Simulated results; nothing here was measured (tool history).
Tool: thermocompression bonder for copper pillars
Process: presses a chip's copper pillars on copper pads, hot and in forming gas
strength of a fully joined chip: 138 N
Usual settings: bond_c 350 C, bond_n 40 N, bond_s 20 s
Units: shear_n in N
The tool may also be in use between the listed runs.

run     day  bond_c  bond_n  bond_s  shear_n
  1   0.000     350      40      20     90.4
  2   1.533     350      40      20     88.9
  3   3.788     350      40      20     88.2
      4.358  -- forming gas filter changed
  4   7.079     350      40      20     91.5
  5  10.033     350      40      20     91.3
  6  12.033     350      40      20     89.1
  7  14.804     350      40      20     88.0
  8  16.592     327      40      20     71.9
     17.517  -- forming gas filter changed
  9  18.050     350      40      16     87.3
 10  19.788     350      40      16     86.9
 11  21.846     350      40      20     92.4
 12  25.088     350      40      20     90.1
 13  28.396     350      40      20     88.9
     30.812  -- forming gas filter changed
 14  31.312     350      40      37    107.0
 15  33.542     350      40      37    105.5
 16  35.233     350      40      37    106.6
 17  38.488     374      40      37    117.3
 18  40.238     374      40      37    117.4
 19  42.433     374      40      37    116.1
     44.096  -- forming gas filter changed
 20  44.825     350      41      20     93.4
 21  47.408     350      49      29    109.2
 22  49.104     337      39      27     86.7
 23  51.067     361      39      10     80.1
 24  53.200     363      51      10     91.3
 25  54.667     373      56      43    126.8
     57.346  -- forming gas filter changed
 26  57.617     373      56      11    108.9
     58.829  -- force cell calibrated
 27  59.271     373      32      11     77.1
 28  62.704     351      33      24     82.4
 29  65.933     376      58      24    120.3
 30  67.438     376      58      24    117.8
     70.646  -- forming gas filter changed
 31  70.762     332      44      24     85.1
 32  74.204     326      51      38     96.2
 33  76.396     326      51      38     95.9
     78.704  -- heater calibrated with a thermocouple chip
 34  79.388     334      34      20     70.7
 35  81.042     324      40      20     72.1
 36  82.850     332      40      20     77.1
     83.917  -- forming gas filter changed
 37  85.867     369      53      17    114.4
 38  87.492     356      37      21     94.8
 39  90.246     356      37      42    108.3
 40  93.217     356      37      42    108.1

Forecast each of these 3 alternatives for the next run:
  A  95.138     330      37      42        ?
  B  95.138     338      24      12        ?
  C  95.138     369      37      42        ?

run  shear_n
  A     89.3
  B     46.6
  C    113.4
Without the tool's hidden state the same runs would have given:
run  shear_n
  A     92.4
  B     48.0
  C    117.9
